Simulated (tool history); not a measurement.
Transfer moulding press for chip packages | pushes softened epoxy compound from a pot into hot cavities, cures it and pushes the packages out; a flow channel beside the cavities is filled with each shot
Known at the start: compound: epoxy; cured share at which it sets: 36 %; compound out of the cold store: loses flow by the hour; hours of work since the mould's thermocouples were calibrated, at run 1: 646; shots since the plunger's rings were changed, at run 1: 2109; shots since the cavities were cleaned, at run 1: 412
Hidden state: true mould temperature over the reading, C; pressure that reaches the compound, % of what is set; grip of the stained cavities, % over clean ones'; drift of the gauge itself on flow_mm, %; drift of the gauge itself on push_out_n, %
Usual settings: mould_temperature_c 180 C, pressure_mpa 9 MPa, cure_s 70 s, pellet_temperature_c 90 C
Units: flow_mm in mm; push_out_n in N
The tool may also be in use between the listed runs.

| run | day | mould_temperature_c | pressure_mpa | cure_s | pellet_temperature_c | hours of work since the mould's thermocouples were calibrated | shots since the plunger's rings were changed | shots since the cavities were cleaned | incoming compound's hours out of the cold store | flow_mm | push_out_n |
|---|---|---|---|---|---|---|---|---|---|---|---|
| 1 | 0 | 180 | 9 | 70 | 90 | 646 | 2109 | 412 | 42.4 | 833 | 272 |
|  | 0.892 | cavities cleaned with cleaning compound and waxed |
| 2 | 1.838 | 180 | 9 | 70 | 90 | 667 | 2632 | 278 | 42.1 | 826 | 234 |
|  | 3.221 | cavities cleaned with cleaning compound and waxed |
| 3 | 4.05 | 180 | 8.43 | 70 | 90 | 693 | 3266 | 244 | 43 | 787 | 248 |
|  | 5.571 | cavities cleaned with cleaning compound and waxed |
| 4 | 6.704 | 180 | 9 | 70 | 85 | 724 | 4031 | 334 | 12.4 | 936 | 270 |
|  | 7.838 | plunger's sealing rings changed |
|  | 7.9 | cavities cleaned with cleaning compound and waxed |
| 5 | 8.908 | 180 | 9 | 70 | 85 | 748 | 297 | 297 | 30.3 | 910 | 254 |
|  | 10.067 | cavities cleaned with cleaning compound and waxed |
| 6 | 11.158 | 180 | 9 | 70 | 85 | 774 | 942 | 322 | 15.7 | 981 | 279 |
|  | 12.542 | cavities cleaned with cleaning compound and waxed |
| 7 | 13.3 | 180 | 9 | 70 | 81 | 799 | 1555 | 224 | 40 | 840 | 246 |
|  | 14.758 | cavities cleaned with cleaning compound and waxed |
| 8 | 15.058 | 180 | 9 | 70 | 81 | 820 | 2055 | 89 | 23.9 | 909 | 227 |
| 9 | 16.596 | 180 | 9 | 59 | 90 | 838 | 2509 | 543 | 20.3 | 925 | 368 |
|  | 17.162 | cavities cleaned with cleaning compound and waxed |
|  | 17.55 | mould's thermocouples calibrated |
|  | 19.475 | cavities cleaned with cleaning compound and waxed |
| 10 | 20.158 | 180 | 9 | 70 | 90 | 31 | 3497 | 201 | 30.7 | 867 | 236 |
|  | 21.671 | cavities cleaned with cleaning compound and waxed |
| 11 | 21.754 | 180 | 9 | 70 | 90 | 49 | 3950 | 25 | 32.1 | 852 | 221 |
|  | 23.246 | plunger's sealing rings changed |
|  | 23.975 | cavities cleaned with cleaning compound and waxed |
| 12 | 25.188 | 180 | 9 | 70 | 90 | 88 | 554 | 357 | 23.9 | 935 | 271 |
|  | 26.425 | cavities cleaned with cleaning compound and waxed |
| 13 | 28.488 | 180 | 9 | 70 | 90 | 127 | 1508 | 607 | 27.5 | 913 | 289 |
|  | 28.708 | cavities cleaned with cleaning compound and waxed |
|  | 30.95 | cavities cleaned with cleaning compound and waxed |
| 14 | 31.829 | 180 | 9 | 70 | 90 | 166 | 2457 | 259 | 32.3 | 867 | 266 |
|  | 33.25 | cavities cleaned with cleaning compound and waxed |
| 15 | 34.217 | 180 | 7.15 | 77 | 96 | 194 | 3143 | 285 | 33.8 | 766 | 236 |
|  | 35.525 | cavities cleaned with cleaning compound and waxed |
| 16 | 36.171 | 180 | 7.15 | 77 | 96 | 216 | 3701 | 191 | 32.5 | 758 | 233 |
|  | 37.942 | cavities cleaned with cleaning compound and waxed |
|  | 38.479 | plunger's sealing rings changed |
| 17 | 39.475 | 180 | 7.15 | 77 | 96 | 254 | 293 | 421 | 17.8 | 873 | 268 |
|  | 40.342 | cavities cleaned with cleaning compound and waxed |
| 18 | 42.204 | 180 | 10.71 | 96 | 96 | 286 | 1080 | 550 | 28.1 | 996 | 246 |
|  | 42.738 | cavities cleaned with cleaning compound and waxed |
| 19 | 44.771 | 180 | 10.71 | 96 | 96 | 316 | 1818 | 599 | 23.7 | 1006 | 246 |
|  | 45.033 | cavities cleaned with cleaning compound and waxed |
|  | 47.196 | cavities cleaned with cleaning compound and waxed |
| 20 | 47.196 | 180 | 9.73 | 83 | 96 | 344 | 2496 | 0 | 45.8 | 840 | 180 |
|  | 49.421 | cavities cleaned with cleaning compound and waxed |
| 21 | 49.971 | 186 | 10.21 | 67 | 86 | 376 | 3297 | 162 | 20.3 | 934 | 219 |

Measured less the same run without the tool's hidden state. The same run-to-run variation is in both; the gauge's scatter may not be:
| run | flow_mm | push_out_n |
|---|---|---|
| 1 | -36 | +58 |
| 2 | -44 | +40 |
| 3 | -51 | +38 |
| 4 | -73 | +49 |
| 5 | -10 | +47 |
| 6 | -22 | +49 |
| 7 | -30 | +37 |
| 8 | -40 | +12 |
| 9 | -49 | +86 |
| 10 | -58 | +33 |
| 11 | -67 | +10 |
| 12 | -13 | +59 |
| 13 | -28 | +82 |
| 14 | -42 | +47 |
| 15 | -45 | +42 |
| 16 | -54 | +29 |
| 17 | -8 | +60 |
| 18 | -23 | +72 |
| 19 | -37 | +69 |
| 20 | -42 | -1 |
| 21 | -59 | +27 |
